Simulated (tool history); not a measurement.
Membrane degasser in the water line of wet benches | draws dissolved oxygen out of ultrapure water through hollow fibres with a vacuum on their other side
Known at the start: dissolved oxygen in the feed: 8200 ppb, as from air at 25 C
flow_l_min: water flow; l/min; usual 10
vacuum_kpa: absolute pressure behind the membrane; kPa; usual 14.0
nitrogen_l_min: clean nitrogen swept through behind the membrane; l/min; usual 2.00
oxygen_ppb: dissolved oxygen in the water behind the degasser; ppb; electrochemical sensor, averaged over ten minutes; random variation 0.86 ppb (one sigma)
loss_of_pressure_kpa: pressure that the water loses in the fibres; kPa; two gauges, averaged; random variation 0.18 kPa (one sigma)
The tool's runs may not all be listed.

{"run": 1, "hour": 0.0, "flow_l_min": 10, "vacuum_kpa": 14.0, "nitrogen_l_min": 2.0, "oxygen_ppb": 152.5, "loss_of_pressure_kpa": 43.6}
{"run": 2, "hour": 143.2, "flow_l_min": 10, "vacuum_kpa": 14.0, "nitrogen_l_min": 2.0, "oxygen_ppb": 155.2, "loss_of_pressure_kpa": 43.54}
{"run": 3, "hour": 286.0, "flow_l_min": 10, "vacuum_kpa": 14.0, "nitrogen_l_min": 2.0, "oxygen_ppb": 154.4, "loss_of_pressure_kpa": 43.41}
{"run": 4, "hour": 470.3, "flow_l_min": 10, "vacuum_kpa": 14.0, "nitrogen_l_min": 2.0, "oxygen_ppb": 154.8, "loss_of_pressure_kpa": 43.56}
{"run": 5, "hour": 590.7, "flow_l_min": 10, "vacuum_kpa": 14.0, "nitrogen_l_min": 2.0, "oxygen_ppb": 154.3, "loss_of_pressure_kpa": 43.49}
{"run": 6, "hour": 742.5, "flow_l_min": 10, "vacuum_kpa": 14.0, "nitrogen_l_min": 2.0, "oxygen_ppb": 152.8, "loss_of_pressure_kpa": 43.65}
{"run": 7, "hour": 882.8, "flow_l_min": 10, "vacuum_kpa": 14.0, "nitrogen_l_min": 2.0, "oxygen_ppb": 153.4, "loss_of_pressure_kpa": 43.88}
{"run": 8, "hour": 1016.5, "flow_l_min": 10, "vacuum_kpa": 14.0, "nitrogen_l_min": 2.0, "oxygen_ppb": 154.6, "loss_of_pressure_kpa": 43.5}
{"run": 9, "hour": 1192.7, "flow_l_min": 10, "vacuum_kpa": 14.0, "nitrogen_l_min": 2.0, "oxygen_ppb": 154.5, "loss_of_pressure_kpa": 43.48}
{"run": 10, "hour": 1378.3, "flow_l_min": 10, "vacuum_kpa": 14.0, "nitrogen_l_min": 2.0, "oxygen_ppb": 154.4, "loss_of_pressure_kpa": 43.96}
{"run": 11, "hour": 1569.6, "flow_l_min": 10, "vacuum_kpa": 14.0, "nitrogen_l_min": 2.0, "oxygen_ppb": 156.7, "loss_of_pressure_kpa": 43.72}
{"run": 12, "hour": 1647.4, "flow_l_min": 10, "vacuum_kpa": 32.1, "nitrogen_l_min": 2.0, "oxygen_ppb": 368.3, "loss_of_pressure_kpa": 43.8}
{"run": 13, "hour": 1833.6, "flow_l_min": 10, "vacuum_kpa": 28.0, "nitrogen_l_min": 2.0, "oxygen_ppb": 321.2, "loss_of_pressure_kpa": 43.68}
{"run": 14, "hour": 1987.2, "flow_l_min": 10, "vacuum_kpa": 28.0, "nitrogen_l_min": 2.0, "oxygen_ppb": 318.9, "loss_of_pressure_kpa": 43.97}
{"run": 15, "hour": 2087.9, "flow_l_min": 10, "vacuum_kpa": 28.0, "nitrogen_l_min": 2.0, "oxygen_ppb": 320.4, "loss_of_pressure_kpa": 43.81}
{"run": 16, "hour": 2178.8, "flow_l_min": 7, "vacuum_kpa": 17.5, "nitrogen_l_min": 2.11, "oxygen_ppb": 123.7, "loss_of_pressure_kpa": 30.66}
{"run": 17, "hour": 2315.4, "flow_l_min": 7, "vacuum_kpa": 17.5, "nitrogen_l_min": 2.11, "oxygen_ppb": 123.9, "loss_of_pressure_kpa": 30.56}
{"run": 18, "hour": 2470.8, "flow_l_min": 10, "vacuum_kpa": 25.2, "nitrogen_l_min": 2.0, "oxygen_ppb": 284.1, "loss_of_pressure_kpa": 43.71}
{"run": 19, "hour": 2616.3, "flow_l_min": 6, "vacuum_kpa": 22.2, "nitrogen_l_min": 1.69, "oxygen_ppb": 171.3, "loss_of_pressure_kpa": 26.49}
{"run": 20, "hour": 2782.6, "flow_l_min": 10, "vacuum_kpa": 18.6, "nitrogen_l_min": 1.23, "oxygen_ppb": 318.9, "loss_of_pressure_kpa": 43.78}
{"run": 21, "hour": 2886.7, "flow_l_min": 13, "vacuum_kpa": 18.6, "nitrogen_l_min": 2.87, "oxygen_ppb": 226.7, "loss_of_pressure_kpa": 56.92}
{"run": 22, "hour": 3040.5, "flow_l_min": 13, "vacuum_kpa": 18.6, "nitrogen_l_min": 2.87, "oxygen_ppb": 227.0, "loss_of_pressure_kpa": 57.07}
{"run": 23, "hour": 3169.7, "flow_l_min": 14, "vacuum_kpa": 20.1, "nitrogen_l_min": 5.77, "oxygen_ppb": 173.4, "loss_of_pressure_kpa": 61.84}
{"run": 24, "hour": 3323.8, "flow_l_min": 6, "vacuum_kpa": 21.1, "nitrogen_l_min": 1.13, "oxygen_ppb": 237.4, "loss_of_pressure_kpa": 26.19}
{"run": 25, "hour": 3442.1, "flow_l_min": 7, "vacuum_kpa": 31.4, "nitrogen_l_min": 2.0, "oxygen_ppb": 249.4, "loss_of_pressure_kpa": 30.58}
{"hour": 3572.1, "done": "vacuum gauge calibrated"}
{"run": 26, "hour": 3599.5, "flow_l_min": 9, "vacuum_kpa": 17.1, "nitrogen_l_min": 5.41, "oxygen_ppb": 74.0, "loss_of_pressure_kpa": 39.49}
{"run": 27, "hour": 3764.8, "flow_l_min": 10, "vacuum_kpa": 10.1, "nitrogen_l_min": 2.81, "oxygen_ppb": 84.3, "loss_of_pressure_kpa": 43.67}
{"run": 28, "hour": 3925.1, "flow_l_min": 10, "vacuum_kpa": 9.2, "nitrogen_l_min": 2.81, "oxygen_ppb": 77.0, "loss_of_pressure_kpa": 44.09}
{"run": 29, "hour": 4066.5, "flow_l_min": 15, "vacuum_kpa": 25.4, "nitrogen_l_min": 1.42, "oxygen_ppb": 607.2, "loss_of_pressure_kpa": 66.11}
{"run": 30, "hour": 4213.6, "flow_l_min": 15, "vacuum_kpa": 25.4, "nitrogen_l_min": 1.42, "oxygen_ppb": 604.9, "loss_of_pressure_kpa": 65.99}

Hidden state or all else? Some run-to-run changes of oxygen_ppb, split into what the settings, what came in and random variation would give without the hidden state, and what is left for the hidden state (with any gauge scatter that isn't in both results):
The hidden state here: membrane still open, %; true pressure behind the membrane over the reading, kPa; air that leaks in behind the membrane, l/min; drift of the gauge itself on oxygen_ppb, %; drift of the gauge itself on loss_of_pressure_kpa, %.
Run 11 -> 12: vacuum_kpa 14.0 -> 32.1. oxygen_ppb +211.6 ppb: hidden state +1.3, all else +210.3.
Run 15 -> 16: flow_l_min 10 -> 7, vacuum_kpa 28.0 -> 17.5, nitrogen_l_min 2.00 -> 2.11. oxygen_ppb -196.7 ppb: hidden state -3.6, all else -193.1.
Run 19 -> 20: flow_l_min 6 -> 10, vacuum_kpa 22.2 -> 18.6, nitrogen_l_min 1.69 -> 1.23. oxygen_ppb +147.6 ppb: hidden state +4.2, all else +143.4.
Run 23 -> 24: flow_l_min 14 -> 6, vacuum_kpa 20.1 -> 21.1, nitrogen_l_min 5.77 -> 1.13. oxygen_ppb +64.0 ppb: hidden state -3.8, all else +67.8.
Run 28 -> 29: flow_l_min 10 -> 15, vacuum_kpa 9.2 -> 25.4, nitrogen_l_min 2.81 -> 1.42. oxygen_ppb +530.2 ppb: hidden state +9.6, all else +520.6.
